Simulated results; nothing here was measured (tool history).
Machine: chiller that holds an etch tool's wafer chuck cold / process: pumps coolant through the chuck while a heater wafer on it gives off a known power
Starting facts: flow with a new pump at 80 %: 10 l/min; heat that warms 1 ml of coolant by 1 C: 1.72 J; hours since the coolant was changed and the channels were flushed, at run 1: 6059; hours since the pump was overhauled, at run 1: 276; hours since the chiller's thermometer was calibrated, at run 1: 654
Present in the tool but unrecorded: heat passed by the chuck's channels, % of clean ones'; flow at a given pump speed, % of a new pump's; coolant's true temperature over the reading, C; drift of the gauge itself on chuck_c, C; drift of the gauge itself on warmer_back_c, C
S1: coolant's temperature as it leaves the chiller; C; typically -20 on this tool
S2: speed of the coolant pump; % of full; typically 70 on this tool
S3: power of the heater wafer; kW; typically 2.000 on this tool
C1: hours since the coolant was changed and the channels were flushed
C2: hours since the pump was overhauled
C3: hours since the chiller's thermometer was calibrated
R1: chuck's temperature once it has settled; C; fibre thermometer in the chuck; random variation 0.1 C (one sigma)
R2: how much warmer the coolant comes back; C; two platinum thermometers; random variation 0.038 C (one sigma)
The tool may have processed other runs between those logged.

run 1 day=0.000 | S1=-20 S2=70 S3=2.000 | C1=6059 C2=276 C3=654 | R1=6.9 R2=8.05
run 2 day=0.858 | S1=-20 S2=63 S3=2.000 | C1=6079 C2=297 C3=674 | R1=8.6 R2=9.02
run 3 day=1.821 | S1=-20 S2=63 S3=2.000 | C1=6103 C2=320 C3=697 | R1=8.7 R2=8.97
run 4 day=3.583 | S1=-20 S2=63 S3=2.000 | C1=6145 C2=362 C3=740 | R1=8.6 R2=9.00
run 5 day=4.812 | S1=-20 S2=63 S3=2.000 | C1=6174 C2=392 C3=769 | R1=8.9 R2=9.05
run 6 day=6.500 | S1=-20 S2=70 S3=2.000 | C1=6215 C2=432 C3=810 | R1=7.3 R2=8.09
run 7 day=8.046 | S1=-20 S2=70 S3=2.000 | C1=6252 C2=470 C3=847 | R1=7.2 R2=8.11
run 8 day=8.942 | S1=-20 S2=70 S3=2.000 | C1=6273 C2=491 C3=868 | R1=7.2 R2=8.04
run 9 day=10.425 | S1=-20 S2=70 S3=2.000 | C1=6309 C2=527 C3=904 | R1=7.1 R2=8.10
run 10 day=12.021 | S1=-20 S2=85 S3=2.000 | C1=6347 C2=565 C3=942 | R1=4.3 R2=6.53
run 11 day=13.571 | S1=-20 S2=85 S3=2.000 | C1=6385 C2=602 C3=979 | R1=4.3 R2=6.54
run 12 day=15.308 | S1=-20 S2=70 S3=2.000 | C1=6426 C2=644 C3=1021 | R1=7.3 R2=8.16
run 13 day=16.117 | S1=-20 S2=63 S3=2.000 | C1=6446 C2=663 C3=1040 | R1=9.1 R2=9.00
run 14 day=18.075 | S1=-20 S2=63 S3=2.000 | C1=6493 C2=710 C3=1087 | R1=9.1 R2=9.03
run 15 day=19.467 | S1=-20 S2=70 S3=1.076 | C1=6526 C2=744 C3=1121 | R1=-5.2 R2=4.38
run 16 day=21.083 | S1=-20 S2=83 S3=1.076 | C1=6565 C2=782 C3=1159 | R1=-6.8 R2=3.65
run 17 day=22.296 | S1=-15 S2=60 S3=1.367 | C1=6594 C2=812 C3=1189 | R1=5.5 R2=6.54
run 18 day=23.629 | S1=-27 S2=96 S3=1.093 | C1=6626 C2=844 C3=1221 | R1=-14.4 R2=3.25
run 19 day=25.396 | S1=-28 S2=80 S3=2.375 | C1=6668 C2=886 C3=1263 | R1=2.2 R2=8.38
run 20 day=27.133 | S1=-15 S2=60 S3=1.072 | C1=6710 C2=928 C3=1305 | R1=1.0 R2=5.18
run 21 day=28.792 | S1=-20 S2=64 S3=2.000 | C1=6750 C2=967 C3=1345 | R1=9.0 R2=8.86
run 22 day=30.050 | S1=-20 S2=64 S3=2.000 | C1=6780 C2=998 C3=1375 | R1=9.1 R2=8.95
run 23 day=31.521 | S1=-11 S2=70 S3=2.908 | C1=6815 C2=1033 C3=1410 | R1=29.1 R2=11.93
run 24 day=33.312 | S1=-17 S2=70 S3=2.000 | C1=6858 C2=1076 C3=1453 | R1=10.7 R2=8.13
run 25 day=34.871 | S1=-17 S2=70 S3=2.000 | C1=6896 C2=1113 C3=1490 | R1=10.9 R2=8.15
run 26 day=36.129 | S1=-29 S2=78 S3=1.758 | C1=6926 C2=1144 C3=1521 | R1=-6.1 R2=6.39
run 27 day=36.933 | S1=-20 S2=96 S3=1.640 | C1=6945 C2=1163 C3=1540 | R1=-0.8 R2=4.80
run 28 day=38.108 | S1=-20 S2=96 S3=1.640 | C1=6973 C2=1191 C3=1568 | R1=-1.0 R2=4.85
run 29 day=39.279 | S1=-11 S2=69 S3=2.763 | C1=7002 C2=1219 C3=1596 | R1=27.9 R2=11.52
run 30 day=41.208 | S1=-11 S2=69 S3=2.763 | C1=7048 C2=1265 C3=1643 | R1=28.0 R2=11.49
run 31 day=42.042 | S1=-11 S2=69 S3=1.121 | C1=7068 C2=1285 C3=1663 | R1=4.8 R2=4.63

Alternative continuations, all from the tool just after run 31; predict every row:
run A day=43.438 | S1=-14 S2=79 S3=1.097 | C1=7101 C2=1319 C3=1696 | R1=? R2=?
run B day=43.438 | S1=-20 S2=70 S3=1.178 | C1=7101 C2=1319 C3=1696 | R1=? R2=?
run C day=43.438 | S1=-20 S2=99 S3=2.229 | C1=7101 C2=1319 C3=1696 | R1=? R2=?

run=A R1=0.3 R2=3.97
run=B R1=-3.8 R2=4.82
run=C R1=5.7 R2=6.40
Without the tool's hidden state the same runs would have given:
run=A R1=-2.2 R2=3.87
run=B R1=-6.7 R2=4.70
run=C R1=0.9 R2=6.24
